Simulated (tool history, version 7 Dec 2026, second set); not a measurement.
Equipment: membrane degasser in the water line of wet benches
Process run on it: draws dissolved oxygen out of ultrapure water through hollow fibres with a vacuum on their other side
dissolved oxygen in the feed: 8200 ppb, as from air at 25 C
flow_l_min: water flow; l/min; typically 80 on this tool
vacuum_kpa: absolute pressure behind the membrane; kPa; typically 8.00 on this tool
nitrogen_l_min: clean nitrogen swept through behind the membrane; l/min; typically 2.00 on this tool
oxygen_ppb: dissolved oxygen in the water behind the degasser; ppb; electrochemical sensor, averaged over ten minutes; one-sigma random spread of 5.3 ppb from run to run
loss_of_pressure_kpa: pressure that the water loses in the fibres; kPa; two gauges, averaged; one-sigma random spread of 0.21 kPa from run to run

Run 1, hour 0.0: usual settings. Result: oxygen_ppb 545.8 ppb, loss_of_pressure_kpa 49.74 kPa.
Run 2, hour 32.1: usual settings. Result: oxygen_ppb 543.9 ppb, loss_of_pressure_kpa 49.47 kPa.
Run 3, hour 85.6: usual settings. Result: oxygen_ppb 542.5 ppb, loss_of_pressure_kpa 49.67 kPa.
Run 4, hour 127.3: usual settings but nitrogen_l_min 3.62 l/min. Result: oxygen_ppb 404.1 ppb, loss_of_pressure_kpa 49.51 kPa.
Run 5, hour 171.2: usual settings but nitrogen_l_min 3.62 l/min. Result: oxygen_ppb 392.6 ppb, loss_of_pressure_kpa 49.58 kPa.
Run 6, hour 230.3: usual settings but vacuum_kpa 18.67 kPa. Result: oxygen_ppb 1266.4 ppb, loss_of_pressure_kpa 49.52 kPa.
Run 7, hour 266.3: usual settings but vacuum_kpa 18.67 kPa. Result: oxygen_ppb 1249.3 ppb, loss_of_pressure_kpa 49.53 kPa.
Run 8, hour 321.5: usual settings but vacuum_kpa 18.67 kPa. Result: oxygen_ppb 1252.1 ppb, loss_of_pressure_kpa 50.03 kPa.
Run 9, hour 361.9: usual settings but vacuum_kpa 9.55 kPa. Result: oxygen_ppb 651.7 ppb, loss_of_pressure_kpa 49.61 kPa.
Run 10, hour 393.0: usual settings but vacuum_kpa 9.55 kPa. Result: oxygen_ppb 649.3 ppb, loss_of_pressure_kpa 49.54 kPa.
Run 11, hour 453.8: usual settings but vacuum_kpa 5.81 kPa, nitrogen_l_min 1.15 l/min. Result: oxygen_ppb 501.9 ppb, loss_of_pressure_kpa 49.78 kPa.
Run 12, hour 505.3: usual settings but flow_l_min 49 l/min, vacuum_kpa 5.89 kPa, nitrogen_l_min 0.83 l/min. Result: oxygen_ppb 362.9 ppb, loss_of_pressure_kpa 30.02 kPa.
Run 13, hour 549.9: usual settings but flow_l_min 84 l/min, nitrogen_l_min 1.12 l/min. Result: oxygen_ppb 782.5 ppb, loss_of_pressure_kpa 52.54 kPa.
At hour 553.6: vacuum gauge calibrated.
Run 14, hour 591.5: usual settings but flow_l_min 84 l/min, vacuum_kpa 17.19 kPa, nitrogen_l_min 5.25 l/min. Result: oxygen_ppb 661.9 ppb, loss_of_pressure_kpa 51.98 kPa.
Run 15, hour 645.7: usual settings but flow_l_min 70 l/min, vacuum_kpa 8.40 kPa, nitrogen_l_min 4.83 l/min. Result: oxygen_ppb 310.4 ppb, loss_of_pressure_kpa 43.44 kPa.
Run 16, hour 695.1: usual settings but flow_l_min 93 l/min, vacuum_kpa 6.00 kPa, nitrogen_l_min 4.19 l/min. Result: oxygen_ppb 366.9 ppb, loss_of_pressure_kpa 57.69 kPa.
Run 17, hour 758.0: usual settings but flow_l_min 54 l/min, vacuum_kpa 17.51 kPa, nitrogen_l_min 4.87 l/min. Result: oxygen_ppb 444.6 ppb, loss_of_pressure_kpa 33.74 kPa.
Run 18, hour 815.2: usual settings but flow_l_min 108 l/min, vacuum_kpa 18.60 kPa, nitrogen_l_min 0.92 l/min. Result: oxygen_ppb 2343.8 ppb, loss_of_pressure_kpa 67.25 kPa.
Run 19, hour 858.7: usual settings but flow_l_min 108 l/min, vacuum_kpa 18.60 kPa, nitrogen_l_min 0.92 l/min. Result: oxygen_ppb 2385.3 ppb, loss_of_pressure_kpa 66.79 kPa.
At hour 889.4: vacuum gauge calibrated, once more.
Run 20, hour 890.2: usual settings but flow_l_min 118 l/min, nitrogen_l_min 0.98 l/min. Result: oxygen_ppb 1070.7 ppb, loss_of_pressure_kpa 73.23 kPa.

Consider 4 possible next runs. They are alternatives, not a sequence: every one starts from the tool as it was left by run 20. What does each give?
Run A, hour 933.9: usual settings but flow_l_min 128 l/min, vacuum_kpa 11.27 kPa, nitrogen_l_min 3.78 l/min. Result: oxygen_ppb ?, loss_of_pressure_kpa ?.
Run B, hour 933.9: usual settings but flow_l_min 118 l/min, nitrogen_l_min 0.89 l/min. Result: oxygen_ppb ?, loss_of_pressure_kpa ?.
Run C, hour 933.9: usual settings but flow_l_min 106 l/min. Result: oxygen_ppb ?, loss_of_pressure_kpa ?.
Run D, hour 933.9: usual settings but nitrogen_l_min 3.33 l/min. Result: oxygen_ppb ?, loss_of_pressure_kpa ?.

run  oxygen_ppb  loss_of_pressure_kpa
  A       864.4                 79.72
  B      1093.4                 73.88
  C       718.4                 66.42
  D       416.6                 49.82
The same runs, with their run-to-run variation unchanged, on a tool lacking any hidden condition would have given:
run  oxygen_ppb  loss_of_pressure_kpa
  A       854.4                 79.35
  B      1076.8                 73.53
  C       706.7                 66.11
  D       409.1                 49.58

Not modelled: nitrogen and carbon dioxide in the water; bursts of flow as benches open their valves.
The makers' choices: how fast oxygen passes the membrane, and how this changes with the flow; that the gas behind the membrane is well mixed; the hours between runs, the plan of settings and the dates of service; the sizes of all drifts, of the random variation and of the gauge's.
